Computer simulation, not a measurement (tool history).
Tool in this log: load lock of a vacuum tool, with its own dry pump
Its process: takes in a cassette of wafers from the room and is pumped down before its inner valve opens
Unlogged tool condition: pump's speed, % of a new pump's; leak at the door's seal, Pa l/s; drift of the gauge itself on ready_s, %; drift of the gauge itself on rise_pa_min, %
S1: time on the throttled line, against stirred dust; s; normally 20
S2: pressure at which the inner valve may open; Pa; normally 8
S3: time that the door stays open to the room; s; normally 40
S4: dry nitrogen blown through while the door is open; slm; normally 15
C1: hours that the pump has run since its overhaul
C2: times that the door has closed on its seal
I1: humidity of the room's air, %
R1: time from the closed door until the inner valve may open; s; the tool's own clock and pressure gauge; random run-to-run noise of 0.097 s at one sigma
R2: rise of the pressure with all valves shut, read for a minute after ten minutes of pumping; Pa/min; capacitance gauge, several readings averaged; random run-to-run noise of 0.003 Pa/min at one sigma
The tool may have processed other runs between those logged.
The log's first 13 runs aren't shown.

run    hour  S1  S2   S3  S4    C1     C2    I1     R1     R2
 14  1561.5  20   8   40  15  2775  39202  45.3  32.02  0.276
 15  1708.4  20   8   40  15  2922  39539  43.6   32.1  0.278
 16  1847.3  20   8   57  15  3061  39859  45.7  32.08  0.281
 17  1988.9  20   8   57  15  3203  40184  43.4  32.01  0.279
 18  2171.5  20   8   57  15  3385  40603  46.4  32.14  0.285
 19  2252.3  20   8   57  15  3466  40789  48.3  32.06  0.286
 20  2351.1  20   8  200  15  3565  41016  47.8  32.02  0.314
 21  2459.2  14   6  200  19  3673  41264  42.4  27.52  0.302
 22  2572.3  14   6  200  19  3786  41524    47  27.63  0.317
 23  2732.1  14   6  200  19  3946  41891  43.9  27.64  0.311
 24    2876  14  15   71  40  4090  42222  44.1  25.85  0.281
 25    3065  14   8  168  40  4279  42656  43.1   27.1  0.289
 26    3244  16  10   83   6  4458  43067  48.3  28.43  0.354
 27  3354.7  20   8  109   8  4569  43321  46.2  32.33  0.345

What does the tool deliver on the next run?
 28  3532.1  12  16  40  15  4746  43729  42.5   ?   ?

{"run 28": {"R1": 24.11, "R2": 0.31}}
Minus the tool's unlogged condition, the same run would have read R1 23.85 s, R2 0.053 Pa/min.

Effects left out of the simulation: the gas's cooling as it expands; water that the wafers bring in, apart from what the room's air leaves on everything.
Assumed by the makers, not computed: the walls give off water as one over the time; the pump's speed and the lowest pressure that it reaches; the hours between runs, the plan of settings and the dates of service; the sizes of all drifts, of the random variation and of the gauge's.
